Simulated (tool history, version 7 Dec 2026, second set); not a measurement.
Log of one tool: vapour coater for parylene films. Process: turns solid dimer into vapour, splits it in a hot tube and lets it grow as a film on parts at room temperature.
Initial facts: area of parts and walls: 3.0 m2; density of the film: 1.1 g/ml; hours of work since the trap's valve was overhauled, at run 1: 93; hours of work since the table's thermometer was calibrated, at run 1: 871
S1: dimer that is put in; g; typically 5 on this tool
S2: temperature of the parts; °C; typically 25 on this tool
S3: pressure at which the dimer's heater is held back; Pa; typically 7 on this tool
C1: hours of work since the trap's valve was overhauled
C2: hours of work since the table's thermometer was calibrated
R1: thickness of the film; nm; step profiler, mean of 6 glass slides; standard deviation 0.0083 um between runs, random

run	hour	S1	S2	S3	C1	C2	R1
1	0	5	25	7	93	871	834
2	35.7	4	25	7	117	895	673
3	59.3	5	34	7	132	910	628
4	96.8	5	34	7	157	935	600
5	141.4	5	34	7	186	964	628
6	163.9	5	34	7	201	979	614
7	196.7	5	34	7	222	1000	605
# hour 221.1: table's thermometer calibrated
8	230.6	2	34	7	244	6	244
9	253.6	2	23	7	259	21	357
10	304.6	2	23	7	292	55	345
11	346.3	5	18	7	319	82	993
# hour 353: trap's valve overhauled
12	382.2	5	18	7	19	103	977
13	432.2	5	25	4.6	52	135	787
14	471.4	5	25	4.6	77	161	791
15	495.2	5	25	2.91	93	177	814
# hour 505.6: trap's valve overhauled, once more
16	530.1	5	25	2.91	16	197	953
17	557.7	5	25	2.91	34	215	921
18	596.8	5	25	2.91	60	241	935
19	642.6	7	25	4.3	90	270	1251
20	672.9	7	25	4.3	109	290	1249
21	703.1	7	29	7.61	129	310	1036
22	724.4	7	29	3.46	143	324	1097
23	748.6	7	29	3.46	159	340	1109
24	775.2	7	19	3.41	176	357	1490
25	800.1	7	26	10.04	193	374	1091
26	830	7	26	10.04	212	393	1096
27	872.4	7	26	10.04	240	421	1068
28	910.4	7	26	10.04	265	446	1067

Branching from run 28: 5 alternative next runs. What would each branch give?
A	960.8	7	33	10.04	298	479	?
B	960.8	7	18	7	298	479	?
C	960.8	7	19	10.04	298	479	?
D	960.8	5	27	5.55	298	479	?
E	960.8	5	25	3.33	298	479	?

run	R1
A	849
B	1406
C	1309
D	776
E	851
With no hidden state in the tool, these same runs would have given:
run	R1
A	943
B	1563
C	1456
D	862
E	946
